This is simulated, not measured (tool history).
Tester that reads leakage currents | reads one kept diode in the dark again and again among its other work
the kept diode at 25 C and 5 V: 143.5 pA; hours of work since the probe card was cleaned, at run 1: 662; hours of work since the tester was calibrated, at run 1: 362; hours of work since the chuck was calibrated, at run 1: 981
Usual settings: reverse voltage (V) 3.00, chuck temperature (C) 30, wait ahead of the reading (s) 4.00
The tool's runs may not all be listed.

run	hour	reverse voltage (V)	chuck temperature (C)	wait ahead of the reading (s)	hours of work since the probe card was cleaned	hours of work since the tester was calibrated	hours of work since the chuck was calibrated	current that the tester gives (pA)
1	0.0	3.00	30	4.00	662	362	981	161.30
2	46.5	3.00	30	4.00	690	390	1008	161.17
3	86.8	3.00	30	4.00	714	414	1032	160.54
4	151.9	3.00	30	4.00	752	453	1071	160.99
5	204.2	3.00	30	0.35	784	484	1102	162.79
6	266.7	3.00	30	0.35	821	521	1140	161.60
# hour 296.3: chuck's temperature calibrated
7	304.4	3.00	30	4.00	842	542	5	172.15
8	358.4	3.00	30	4.00	874	574	37	171.49
9	392.7	3.00	30	4.00	895	595	57	171.06
10	426.9	3.00	30	4.00	915	615	78	170.57
11	488.2	3.00	30	4.00	952	652	114	169.96
12	519.3	3.00	30	4.00	970	670	133	170.21
13	560.9	3.00	30	4.00	995	695	158	171.14
14	611.1	3.00	30	4.00	1025	725	188	170.28
# hour 617.2: probe card cleaned and baked
15	678.4	3.00	31	4.00	36	763	226	183.21
16	734.8	3.00	31	4.00	70	797	260	183.45
17	796.9	18.76	31	4.00	107	834	297	403.44
18	831.7	18.76	31	4.00	128	855	317	406.33
19	871.6	18.76	31	4.00	152	878	341	404.30
20	930.2	3.00	26	4.00	187	913	376	125.42
21	962.8	3.00	26	4.00	206	933	395	125.20
22	994.1	3.00	34	1.96	225	951	414	226.11
# hour 1018.9: probe card cleaned and baked, once more
23	1054.4	6.00	34	1.96	21	986	448	304.05
24	1094.6	1.12	30	1.25	45	1010	472	109.19
25	1124.3	6.06	30	0.33	63	1027	490	229.55
26	1167.8	1.27	30	4.00	89	1053	516	115.07
27	1232.1	1.27	30	4.00	127	1092	554	114.97
28	1288.1	1.09	46	4.00	160	1125	588	335.57
29	1344.1	1.09	46	4.00	194	1158	621	335.42
30	1379.4	3.00	43	4.00	215	1179	642	420.57
31	1406.8	4.57	47	1.10	231	1196	658	661.97
32	1466.1	4.57	47	1.10	267	1231	694	662.08
33	1517.4	4.57	47	1.10	297	1262	724	662.72
34	1564.4	4.57	47	1.10	325	1290	752	661.60
35	1598.2	4.57	47	1.93	345	1310	772	660.60
36	1654.6	3.00	36	4.00	379	1343	806	255.14
37	1716.4	1.87	34	0.58	416	1380	843	179.49
38	1743.6	5.04	34	3.81	432	1396	859	274.76
39	1794.1	6.40	25	0.54	462	1426	889	157.33

4 ways to go on from here, each from the tool as it stands after run 39. What would each give?
A	1860.4	6.40	25	1.00	502	1466	929	?
B	1860.4	6.40	39	1.15	502	1466	929	?
C	1860.4	2.49	30	0.78	502	1466	929	?
D	1860.4	15.36	29	0.54	502	1466	929	?

run	current that the tester gives (pA)
A	155.93
B	435.93
C	151.30
D	312.22
Without the tool's hidden state the same runs would have given:
run	current that the tester gives (pA)
A	161.45
B	451.31
C	156.91
D	322.55

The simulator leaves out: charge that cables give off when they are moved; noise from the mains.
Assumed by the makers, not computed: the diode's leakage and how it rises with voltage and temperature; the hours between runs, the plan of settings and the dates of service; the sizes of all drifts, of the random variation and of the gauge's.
